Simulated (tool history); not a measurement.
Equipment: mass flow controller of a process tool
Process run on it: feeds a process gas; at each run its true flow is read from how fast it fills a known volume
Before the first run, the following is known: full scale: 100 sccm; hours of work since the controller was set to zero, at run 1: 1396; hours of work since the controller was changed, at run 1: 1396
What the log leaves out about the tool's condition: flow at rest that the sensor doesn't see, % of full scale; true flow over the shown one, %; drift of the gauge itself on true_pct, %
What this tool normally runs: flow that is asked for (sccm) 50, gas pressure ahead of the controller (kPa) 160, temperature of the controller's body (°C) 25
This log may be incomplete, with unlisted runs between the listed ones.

run,hour,flow that is asked for (sccm),gas pressure ahead of the controller (kPa),temperature of the controller's body (°C),hours of work since the controller was set to zero,hours of work since the controller was changed,true flow (%)
1,0.0,50,160,25,1396,1396,99.46
2,135.6,50,160,25,1466,1466,99.40
3,317.7,50,160,25,1558,1558,99.34
4,543.3,50,160,25,1673,1673,99.45
5,709.1,50,160,25,1758,1758,99.35
6,908.4,50,160,25,1859,1859,99.62
7,1070.3,50,160,25,1942,1942,99.38

What will run 8 give?
8,1199.6,50,160,25,2008,2008,?

Run 8 came out at true flow (%) 99.42.
With no hidden state in the tool, this same run would have given true flow (%) 99.42.
